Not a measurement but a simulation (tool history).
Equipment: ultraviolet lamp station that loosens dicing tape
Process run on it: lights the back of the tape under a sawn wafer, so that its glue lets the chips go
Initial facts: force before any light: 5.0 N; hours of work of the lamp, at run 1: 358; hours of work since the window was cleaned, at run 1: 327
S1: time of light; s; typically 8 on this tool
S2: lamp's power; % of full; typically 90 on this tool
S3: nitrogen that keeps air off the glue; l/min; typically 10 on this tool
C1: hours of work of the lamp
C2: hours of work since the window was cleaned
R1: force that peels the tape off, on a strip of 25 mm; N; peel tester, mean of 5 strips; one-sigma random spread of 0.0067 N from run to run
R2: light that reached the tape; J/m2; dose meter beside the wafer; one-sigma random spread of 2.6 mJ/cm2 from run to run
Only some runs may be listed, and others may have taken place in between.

| run | hour | S1 | S2 | S3 | C1 | C2 | R1 | R2 |
|---|---|---|---|---|---|---|---|---|
| 1 | 0.0 | 8 | 90 | 10 | 358 | 327 | 0.396 | 2470 |
| 2 | 6.7 | 8 | 90 | 10 | 363 | 332 | 0.412 | 2420 |
| 3 | 19.8 | 8 | 90 | 10 | 373 | 342 | 0.433 | 2490 |
|  | 32.8 | window cleaned of glue's vapour |
| 4 | 34.3 | 8 | 73 | 10 | 383 | 1 | 0.746 | 1840 |
| 5 | 42.5 | 8 | 73 | 10 | 389 | 7 | 0.770 | 1800 |
| 6 | 55.7 | 5 | 90 | 10 | 399 | 17 | 1.186 | 1360 |
| 7 | 66.5 | 8 | 64 | 10 | 407 | 25 | 0.995 | 1530 |
| 8 | 72.9 | 6 | 90 | 10 | 412 | 30 | 0.906 | 1620 |
| 9 | 82.2 | 8 | 90 | 10 | 419 | 37 | 0.555 | 2150 |
| 10 | 92.5 | 8 | 85 | 10 | 427 | 44 | 0.617 | 2060 |
|  | 97.4 | window cleaned of glue's vapour, once more |
| 11 | 100.8 | 8 | 85 | 10 | 432 | 2 | 0.366 | 2640 |
| 12 | 108.0 | 8 | 85 | 10 | 438 | 8 | 0.357 | 2600 |
| 13 | 120.9 | 8 | 85 | 10 | 447 | 18 | 0.367 | 2610 |
| 14 | 128.0 | 8 | 85 | 10 | 453 | 23 | 0.368 | 2630 |
| 15 | 137.2 | 8 | 85 | 10 | 460 | 30 | 0.377 | 2560 |
| 16 | 145.2 | 8 | 85 | 10 | 465 | 36 | 0.372 | 2550 |
| 17 | 157.2 | 8 | 90 | 4 | 474 | 45 | 0.577 | 2690 |
| 18 | 168.5 | 8 | 90 | 4 | 483 | 53 | 0.602 | 2700 |
| 19 | 182.1 | 8 | 70 | 4 | 493 | 63 | 0.923 | 2080 |
| 20 | 196.0 | 8 | 90 | 10 | 503 | 73 | 0.352 | 2670 |
| 21 | 209.3 | 8 | 90 | 10 | 513 | 83 | 0.357 | 2610 |
| 22 | 219.4 | 8 | 90 | 10 | 521 | 91 | 0.372 | 2560 |
| 23 | 230.5 | 5 | 95 | 6 | 529 | 99 | 1.053 | 1680 |
| 24 | 240.0 | 8 | 90 | 9 | 536 | 106 | 0.399 | 2570 |
| 25 | 254.0 | 12 | 83 | 6 | 547 | 117 | 0.248 | 3510 |
| 26 | 264.2 | 8 | 83 | 20 | 554 | 124 | 0.351 | 2360 |
| 27 | 274.1 | 8 | 83 | 20 | 562 | 132 | 0.354 | 2310 |
| 28 | 284.0 | 13 | 69 | 20 | 569 | 139 | 0.176 | 3110 |
| 29 | 295.8 | 13 | 90 | 17 | 578 | 148 | 0.120 | 4030 |
| 30 | 304.5 | 13 | 90 | 17 | 584 | 154 | 0.128 | 4000 |
| 31 | 313.2 | 6 | 63 | 17 | 591 | 161 | 1.068 | 1250 |
| 32 | 320.2 | 6 | 89 | 17 | 596 | 166 | 0.629 | 1820 |
| 33 | 327.0 | 6 | 89 | 17 | 601 | 171 | 0.612 | 1790 |
| 34 | 333.8 | 6 | 89 | 17 | 606 | 176 | 0.608 | 1800 |
| 35 | 344.5 | 8 | 68 | 4 | 614 | 184 | 1.152 | 1800 |
| 36 | 357.7 | 8 | 90 | 4 | 624 | 194 | 0.737 | 2370 |
| 37 | 365.9 | 8 | 78 | 4 | 630 | 200 | 0.946 | 2070 |
| 38 | 378.5 | 5 | 72 | 3 | 639 | 210 | 2.056 | 1180 |
| 39 | 387.1 | 6 | 72 | 3 | 646 | 216 | 1.733 | 1410 |
| 40 | 398.0 | 6 | 72 | 8 | 654 | 224 | 1.269 | 1420 |
| 41 | 405.7 | 6 | 72 | 8 | 660 | 230 | 1.262 | 1360 |

Consider 3 possible next runs. They are alternatives, not a sequence: every one starts from the tool as it was left by run 41. What does each give?
| A | 411.4 | 10 | 76 | 14 | 664 | 234 | ? | ? |
| B | 411.4 | 13 | 90 | 7 | 664 | 234 | ? | ? |
| C | 411.4 | 8 | 90 | 14 | 664 | 234 | ? | ? |

| run | R1 | R2 |
|---|---|---|
| A | 0.355 | 2420 |
| B | 0.206 | 3770 |
| C | 0.403 | 2310 |
With no hidden state in the tool, these same runs would have given:
| run | R1 | R2 |
|---|---|---|
| A | 0.166 | 3410 |
| B | 0.115 | 5310 |
| C | 0.192 | 3250 |
